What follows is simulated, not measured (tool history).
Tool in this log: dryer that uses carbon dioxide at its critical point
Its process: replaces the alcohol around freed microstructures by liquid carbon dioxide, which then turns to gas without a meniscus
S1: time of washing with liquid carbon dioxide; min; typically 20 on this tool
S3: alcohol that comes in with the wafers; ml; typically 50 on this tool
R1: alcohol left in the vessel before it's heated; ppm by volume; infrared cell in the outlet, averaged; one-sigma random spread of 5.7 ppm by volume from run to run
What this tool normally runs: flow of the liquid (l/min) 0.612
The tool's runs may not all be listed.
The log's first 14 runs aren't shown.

Run 15, hour 180.9: usual settings. Result: R1 284 ppm by volume.
Run 16, hour 193.3: usual settings but S1 14 min. Result: R1 918 ppm by volume.
Run 17, hour 207: usual settings but S1 14 min, flow of the liquid (l/min) 0.704, S3 27 ml. Result: R1 353 ppm by volume.
Run 18, hour 221.1: usual settings but S1 15 min, flow of the liquid (l/min) 0.562, S3 48 ml. Result: R1 960 ppm by volume.
Run 19, hour 238.3: usual settings but S1 23 min, S3 42 ml. Result: R1 165 ppm by volume.
Run 20, hour 247.2: usual settings but S1 23 min, S3 42 ml. Result: R1 164 ppm by volume.
Run 21, hour 262.2: usual settings but flow of the liquid (l/min) 0.569. Result: R1 366 ppm by volume.
Run 22, hour 269.6: usual settings but S1 23 min, flow of the liquid (l/min) 0.398, S3 85 ml. Result: R1 1208 ppm by volume.
Run 23, hour 286.9: usual settings but S1 23 min, flow of the liquid (l/min) 0.69, S3 85 ml. Result: R1 184 ppm by volume.
Run 24, hour 302.7: usual settings but S1 14 min, flow of the liquid (l/min) 0.464, S3 40 ml. Result: R1 1572 ppm by volume.
Run 25, hour 314.6: usual settings but S1 18 min. Result: R1 445 ppm by volume.
Run 26, hour 332.7: usual settings but S1 13 min, flow of the liquid (l/min) 0.5. Result: R1 2053 ppm by volume.
Run 27, hour 349.2: usual settings but S3 23 ml. Result: R1 199 ppm by volume.

Predict the results of run 28:
Run 28, hour 361.6: usual settings but S3 23 ml. Result: R1 ?.

Run 28 yielded R1 189 ppm by volume.
On a tool with no hidden condition, and with the same random variation, this run would have come out at R1 86 ppm by volume.
